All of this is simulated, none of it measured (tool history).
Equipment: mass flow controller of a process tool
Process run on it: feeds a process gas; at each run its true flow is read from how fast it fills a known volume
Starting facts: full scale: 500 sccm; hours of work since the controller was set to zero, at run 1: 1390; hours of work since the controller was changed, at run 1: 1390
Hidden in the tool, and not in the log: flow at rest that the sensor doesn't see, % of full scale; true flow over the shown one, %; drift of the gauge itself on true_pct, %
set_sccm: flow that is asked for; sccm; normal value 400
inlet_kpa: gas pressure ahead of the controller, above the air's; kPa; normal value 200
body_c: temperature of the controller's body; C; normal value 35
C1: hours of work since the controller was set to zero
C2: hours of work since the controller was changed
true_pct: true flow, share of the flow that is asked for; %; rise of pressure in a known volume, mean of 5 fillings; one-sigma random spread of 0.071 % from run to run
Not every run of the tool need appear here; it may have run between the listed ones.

{"run": 1, "hour": 0.0, "set_sccm": 400, "inlet_kpa": 200, "body_c": 35, "C1": 1390, "C2": 1390, "true_pct": 99.04}
{"run": 2, "hour": 60.5, "set_sccm": 400, "inlet_kpa": 200, "body_c": 35, "C1": 1416, "C2": 1416, "true_pct": 99.16}
{"run": 3, "hour": 114.6, "set_sccm": 400, "inlet_kpa": 200, "body_c": 35, "C1": 1439, "C2": 1439, "true_pct": 98.98}
{"run": 4, "hour": 165.8, "set_sccm": 400, "inlet_kpa": 199, "body_c": 35, "C1": 1461, "C2": 1461, "true_pct": 98.82}
{"run": 5, "hour": 278.8, "set_sccm": 400, "inlet_kpa": 199, "body_c": 35, "C1": 1509, "C2": 1509, "true_pct": 98.91}
{"run": 6, "hour": 381.4, "set_sccm": 400, "inlet_kpa": 216, "body_c": 35, "C1": 1553, "C2": 1553, "true_pct": 98.99}
{"run": 7, "hour": 500.1, "set_sccm": 400, "inlet_kpa": 216, "body_c": 35, "C1": 1604, "C2": 1604, "true_pct": 99.05}
{"run": 8, "hour": 620.4, "set_sccm": 400, "inlet_kpa": 144, "body_c": 35, "C1": 1655, "C2": 1655, "true_pct": 98.65}
{"run": 9, "hour": 693.9, "set_sccm": 70, "inlet_kpa": 200, "body_c": 35, "C1": 1686, "C2": 1686, "true_pct": 96.64}
{"run": 10, "hour": 799.2, "set_sccm": 70, "inlet_kpa": 200, "body_c": 35, "C1": 1731, "C2": 1731, "true_pct": 96.55}
{"run": 11, "hour": 873.7, "set_sccm": 400, "inlet_kpa": 200, "body_c": 26, "C1": 1763, "C2": 1763, "true_pct": 99.05}
{"run": 12, "hour": 942.1, "set_sccm": 400, "inlet_kpa": 200, "body_c": 26, "C1": 1792, "C2": 1792, "true_pct": 99.13}
{"run": 13, "hour": 1026.1, "set_sccm": 400, "inlet_kpa": 200, "body_c": 29, "C1": 1828, "C2": 1828, "true_pct": 98.97}
{"run": 14, "hour": 1113.6, "set_sccm": 400, "inlet_kpa": 200, "body_c": 29, "C1": 1865, "C2": 1865, "true_pct": 98.99}
{"run": 15, "hour": 1212.4, "set_sccm": 400, "inlet_kpa": 200, "body_c": 29, "C1": 1908, "C2": 1908, "true_pct": 99.08}
{"run": 16, "hour": 1302.3, "set_sccm": 157, "inlet_kpa": 200, "body_c": 27, "C1": 1946, "C2": 1946, "true_pct": 97.89}
{"run": 17, "hour": 1372.5, "set_sccm": 400, "inlet_kpa": 170, "body_c": 30, "C1": 1976, "C2": 1976, "true_pct": 98.79}
{"run": 18, "hour": 1444.9, "set_sccm": 400, "inlet_kpa": 170, "body_c": 30, "C1": 2007, "C2": 2007, "true_pct": 98.68}
{"run": 19, "hour": 1536.7, "set_sccm": 400, "inlet_kpa": 257, "body_c": 30, "C1": 2046, "C2": 2046, "true_pct": 99.18}
{"run": 20, "hour": 1647.8, "set_sccm": 400, "inlet_kpa": 257, "body_c": 30, "C1": 2094, "C2": 2094, "true_pct": 99.01}
{"run": 21, "hour": 1767.7, "set_sccm": 65, "inlet_kpa": 143, "body_c": 23, "C1": 2145, "C2": 2145, "true_pct": 95.77}
{"run": 22, "hour": 1837.2, "set_sccm": 91, "inlet_kpa": 145, "body_c": 30, "C1": 2174, "C2": 2174, "true_pct": 96.33}
{"run": 23, "hour": 1942.8, "set_sccm": 217, "inlet_kpa": 145, "body_c": 24, "C1": 2220, "C2": 2220, "true_pct": 97.97}
{"run": 24, "hour": 2049.7, "set_sccm": 150, "inlet_kpa": 157, "body_c": 35, "C1": 2265, "C2": 2265, "true_pct": 97.1}
{"run": 25, "hour": 2176.0, "set_sccm": 150, "inlet_kpa": 157, "body_c": 35, "C1": 2319, "C2": 2319, "true_pct": 97.26}
{"run": 26, "hour": 2293.9, "set_sccm": 150, "inlet_kpa": 157, "body_c": 35, "C1": 2369, "C2": 2369, "true_pct": 97.07}
{"run": 27, "hour": 2398.2, "set_sccm": 400, "inlet_kpa": 278, "body_c": 38, "C1": 2414, "C2": 2414, "true_pct": 98.96}
{"run": 28, "hour": 2495.2, "set_sccm": 420, "inlet_kpa": 278, "body_c": 38, "C1": 2455, "C2": 2455, "true_pct": 98.84}
{"run": 29, "hour": 2606.4, "set_sccm": 66, "inlet_kpa": 200, "body_c": 22, "C1": 2503, "C2": 2503, "true_pct": 95.51}
{"run": 30, "hour": 2673.8, "set_sccm": 400, "inlet_kpa": 200, "body_c": 32, "C1": 2532, "C2": 2532, "true_pct": 98.72}

5 options for the next run, each taken on its own from the tool as it stands now. Forecast them:
{"run": "A", "hour": 2784.1, "set_sccm": 263, "inlet_kpa": 239, "body_c": 32, "C1": 2579, "C2": 2579, "true_pct": "?"}
{"run": "B", "hour": 2784.1, "set_sccm": 400, "inlet_kpa": 217, "body_c": 22, "C1": 2579, "C2": 2579, "true_pct": "?"}
{"run": "C", "hour": 2784.1, "set_sccm": 400, "inlet_kpa": 279, "body_c": 35, "C1": 2579, "C2": 2579, "true_pct": "?"}
{"run": "D", "hour": 2784.1, "set_sccm": 142, "inlet_kpa": 200, "body_c": 32, "C1": 2579, "C2": 2579, "true_pct": "?"}
{"run": "E", "hour": 2784.1, "set_sccm": 337, "inlet_kpa": 167, "body_c": 24, "C1": 2579, "C2": 2579, "true_pct": "?"}

run=A true_pct=98.22
run=B true_pct=98.91
run=C true_pct=98.93
run=D true_pct=97.04
run=E true_pct=98.52
The same runs, with their run-to-run variation unchanged, on a tool lacking any hidden condition would have given:
run=A true_pct=99.51
run=B true_pct=99.92
run=C true_pct=99.94
run=D true_pct=99.05
run=E true_pct=99.63
